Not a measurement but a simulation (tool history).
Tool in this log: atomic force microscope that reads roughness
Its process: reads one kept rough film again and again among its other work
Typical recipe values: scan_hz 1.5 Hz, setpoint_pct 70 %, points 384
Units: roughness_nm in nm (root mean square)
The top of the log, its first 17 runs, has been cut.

run	day	scan_hz	setpoint_pct	points	roughness_nm
18	34.567	1.5	70	845	3.011
19	35.938	2.74	70	845	2.835
# day 36.192: height scale calibrated on a step standard
20	38.054	2.74	70	845	2.67
# day 38.412: new tip fitted
21	39.392	1.5	62	782	3.17
22	41.096	1.5	62	782	3.009
23	42.433	2.97	62	782	2.886
24	44.521	2.97	62	687	2.703
# day 44.912: new tip fitted
25	46.258	2.97	62	687	3.133
26	47.696	0.99	68	687	2.975
# day 48.721: height scale calibrated on a step standard, once more
27	50.267	1.71	70	828	2.82
# day 51.408: new tip fitted
28	52.95	1.5	87	384	3.084
29	55.329	1.46	77	384	2.904

Run 30 has not been measured yet. What should we expect?
30	57.142	1.46	77	384	?

roughness_nm: 2.754 nm (root mean square)
Had the tool carried no hidden state, the very same run would have given roughness_nm 3.301 nm (root mean square).

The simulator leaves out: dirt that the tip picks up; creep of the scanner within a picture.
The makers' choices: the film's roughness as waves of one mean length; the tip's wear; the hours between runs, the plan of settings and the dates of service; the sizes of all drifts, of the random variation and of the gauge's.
